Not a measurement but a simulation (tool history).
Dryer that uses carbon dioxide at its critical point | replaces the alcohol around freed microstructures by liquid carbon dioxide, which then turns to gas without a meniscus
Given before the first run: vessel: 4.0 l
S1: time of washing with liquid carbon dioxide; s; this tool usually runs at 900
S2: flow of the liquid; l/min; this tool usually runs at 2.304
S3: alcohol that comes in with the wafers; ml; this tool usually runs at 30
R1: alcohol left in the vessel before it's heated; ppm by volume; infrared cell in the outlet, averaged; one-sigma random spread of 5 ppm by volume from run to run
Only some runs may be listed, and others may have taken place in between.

run	day	S1	S2	S3	R1
1	0.000	900	2.304	30	23
2	0.408	900	2.304	30	31
3	1.017	900	2.304	30	37
4	1.842	900	2.304	30	31
5	2.283	900	2.304	30	32
6	2.925	900	2.304	30	26
7	3.308	900	2.304	30	28
8	4.029	900	2.304	30	24
9	4.696	900	2.304	30	31
10	5.279	900	2.304	30	21
11	5.800	900	2.304	30	32
12	6.517	900	1.750	30	62
13	7.096	900	2.304	30	41
14	7.579	900	2.304	30	33
15	8.358	600	2.550	67	98
16	9.183	600	2.920	34	42
17	9.975	1080	2.304	30	21
18	10.758	660	2.490	117	124
19	11.392	960	2.490	27	28
20	12.112	1320	3.880	20	36
21	12.675	600	2.760	35	61
# day 12.962: inlet filter changed
22	13.521	600	2.760	35	41
23	14.008	540	2.760	90	93
24	14.388	540	3.890	29	29

Forecast run 25:
25	15.162	540	3.890	66	?

For run 25 the tool returned R1 41 ppm by volume.
Minus the tool's unlogged condition, the same run would have read R1 12 ppm by volume.
